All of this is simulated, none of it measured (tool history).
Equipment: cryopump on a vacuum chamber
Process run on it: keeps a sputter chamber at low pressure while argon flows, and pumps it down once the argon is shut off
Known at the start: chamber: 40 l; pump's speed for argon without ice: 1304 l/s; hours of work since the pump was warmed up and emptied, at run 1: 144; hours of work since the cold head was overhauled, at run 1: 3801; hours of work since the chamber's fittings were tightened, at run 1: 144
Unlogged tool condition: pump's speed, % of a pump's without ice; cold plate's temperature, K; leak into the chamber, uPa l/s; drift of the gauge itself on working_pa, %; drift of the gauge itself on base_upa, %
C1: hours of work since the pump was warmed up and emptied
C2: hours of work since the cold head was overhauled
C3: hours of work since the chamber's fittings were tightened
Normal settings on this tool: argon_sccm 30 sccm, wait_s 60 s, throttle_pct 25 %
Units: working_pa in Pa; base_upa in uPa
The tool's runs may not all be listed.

Run 1, hour 0.0: usual settings; C1 144; C2 3801; C3 144. Result: working_pa 0.1585 Pa, base_upa 2.14 uPa.
Run 2, hour 71.5: usual settings; C1 205; C2 3863; C3 205. Result: working_pa 0.1603 Pa, base_upa 2.20 uPa.
Run 3, hour 145.1: usual settings; C1 269; C2 3926; C3 269. Result: working_pa 0.1603 Pa, base_upa 2.32 uPa.
Run 4, hour 235.9: usual settings; C1 347; C2 4004; C3 347. Result: working_pa 0.1609 Pa, base_upa 2.21 uPa.
Run 5, hour 350.5: usual settings but wait_s 239 s; C1 446; C2 4103; C3 446. Result: working_pa 0.1654 Pa, base_upa 0.83 uPa.
At hour 365.9: pump warmed up, emptied and cooled again.
Run 6, hour 424.7: usual settings but wait_s 239 s; C1 51; C2 4163; C3 505. Result: working_pa 0.1562 Pa, base_upa 0.86 uPa.
Run 7, hour 523.6: usual settings but wait_s 239 s, throttle_pct 17 %; C1 136; C2 4248; C3 591. Result: working_pa 0.2333 Pa, base_upa 0.86 uPa.
Run 8, hour 592.2: usual settings; C1 195; C2 4307; C3 650. Result: working_pa 0.1599 Pa, base_upa 2.24 uPa.
Run 9, hour 669.1: usual settings; C1 261; C2 4374; C3 716. Result: working_pa 0.1610 Pa, base_upa 2.34 uPa.
Run 10, hour 740.8: usual settings; C1 323; C2 4435; C3 778. Result: working_pa 0.1615 Pa, base_upa 2.30 uPa.
Run 11, hour 820.2: usual settings; C1 392; C2 4504; C3 846. Result: working_pa 0.1629 Pa, base_upa 2.35 uPa.
Run 12, hour 877.6: usual settings; C1 441; C2 4553; C3 896. Result: working_pa 0.1629 Pa, base_upa 2.37 uPa.
At hour 900.2: pump warmed up, emptied and cooled again.
Run 13, hour 935.8: usual settings; C1 31; C2 4599; C3 942. Result: working_pa 0.1564 Pa, base_upa 2.25 uPa.
Run 14, hour 1009.8: usual settings; C1 94; C2 4663; C3 1005. Result: working_pa 0.1586 Pa, base_upa 2.31 uPa.
Run 15, hour 1127.0: usual settings but argon_sccm 43 sccm; C1 195; C2 4764; C3 1106. Result: working_pa 0.2287 Pa, base_upa 2.35 uPa.
Run 16, hour 1211.6: usual settings but argon_sccm 33 sccm, wait_s 65 s, throttle_pct 27 %; C1 268; C2 4837; C3 1179. Result: working_pa 0.1653 Pa, base_upa 2.29 uPa.
Run 17, hour 1285.0: usual settings but argon_sccm 33 sccm, wait_s 65 s, throttle_pct 27 %; C1 332; C2 4900; C3 1243. Result: working_pa 0.1668 Pa, base_upa 2.20 uPa.
Run 18, hour 1356.4: usual settings but argon_sccm 15 sccm, wait_s 246 s, throttle_pct 27 %; C1 393; C2 4962; C3 1304. Result: working_pa 0.0756 Pa, base_upa 0.97 uPa.
At hour 1435.6: pump warmed up, emptied and cooled again.
Run 19, hour 1486.7: usual settings but argon_sccm 15 sccm, wait_s 246 s, throttle_pct 27 %; C1 44; C2 5070; C3 1412. Result: working_pa 0.0732 Pa, base_upa 1.02 uPa.
Run 20, hour 1598.0: usual settings but argon_sccm 15 sccm, wait_s 246 s, throttle_pct 52 %; C1 140; C2 5166; C3 1508. Result: working_pa 0.0396 Pa, base_upa 1.03 uPa.
Run 21, hour 1714.1: usual settings but throttle_pct 21 %; C1 240; C2 5266; C3 1608. Result: working_pa 0.1914 Pa, base_upa 2.53 uPa.
Run 22, hour 1802.9: usual settings but wait_s 132 s; C1 317; C2 5342; C3 1685. Result: working_pa 0.1621 Pa, base_upa 1.45 uPa.
Run 23, hour 1900.4: usual settings but argon_sccm 51 sccm, wait_s 78 s; C1 401; C2 5426; C3 1769. Result: working_pa 0.2766 Pa, base_upa 2.04 uPa.
At hour 1970.9: pump warmed up, emptied and cooled again.
Run 24, hour 1970.9: usual settings but argon_sccm 27 sccm; C1 0; C2 5483; C3 1825. Result: working_pa 0.1423 Pa, base_upa 2.42 uPa.
Run 25, hour 2090.2: usual settings but wait_s 34 s; C1 103; C2 5585; C3 1928. Result: working_pa 0.1598 Pa, base_upa 3.92 uPa.
Run 26, hour 2149.5: usual settings but argon_sccm 14 sccm; C1 154; C2 5637; C3 1979. Result: working_pa 0.0746 Pa, base_upa 2.57 uPa.
Run 27, hour 2269.7: usual settings but argon_sccm 13 sccm, throttle_pct 16 %; C1 258; C2 5740; C3 2083. Result: working_pa 0.1064 Pa, base_upa 2.60 uPa.
Run 28, hour 2371.8: usual settings but argon_sccm 13 sccm, throttle_pct 16 %; C1 346; C2 5828; C3 2171. Result: working_pa 0.1090 Pa, base_upa 2.53 uPa.
Run 29, hour 2450.8: usual settings but argon_sccm 55 sccm, throttle_pct 16 %; C1 414; C2 5896; C3 2239. Result: working_pa 0.4611 Pa, base_upa 2.57 uPa.
At hour 2505.9: pump warmed up, emptied and cooled again.
Run 30, hour 2538.6: usual settings but argon_sccm 42 sccm, throttle_pct 33 %; C1 28; C2 5968; C3 2310. Result: working_pa 0.1694 Pa, base_upa 2.53 uPa.

A few steps of working_pa between consecutive runs. Split each: what settings, incoming material and random variation would produce without the hidden state, and what is left over for the hidden state, along with gauge scatter present in only one of the two compared results (measured, and without hidden state):
Run 20 -> 21: argon_sccm 15 -> 30, wait_s 246 -> 60, throttle_pct 52 -> 21. working_pa +0.1518 Pa: hidden state +0.0034, all else +0.1484.
Run 23 -> 24: argon_sccm 51 -> 27, wait_s 78 -> 60, pump warmed up, emptied and cooled again. working_pa -0.1343 Pa: hidden state -0.0115, all else -0.1228.
Run 28 -> 29: argon_sccm 13 -> 55. working_pa +0.3521 Pa: hidden state +0.0121, all else +0.3400.
Run 29 -> 30: argon_sccm 55 -> 42, throttle_pct 16 -> 33, pump warmed up, emptied and cooled again. working_pa -0.2917 Pa: hidden state -0.0117, all else -0.2800.
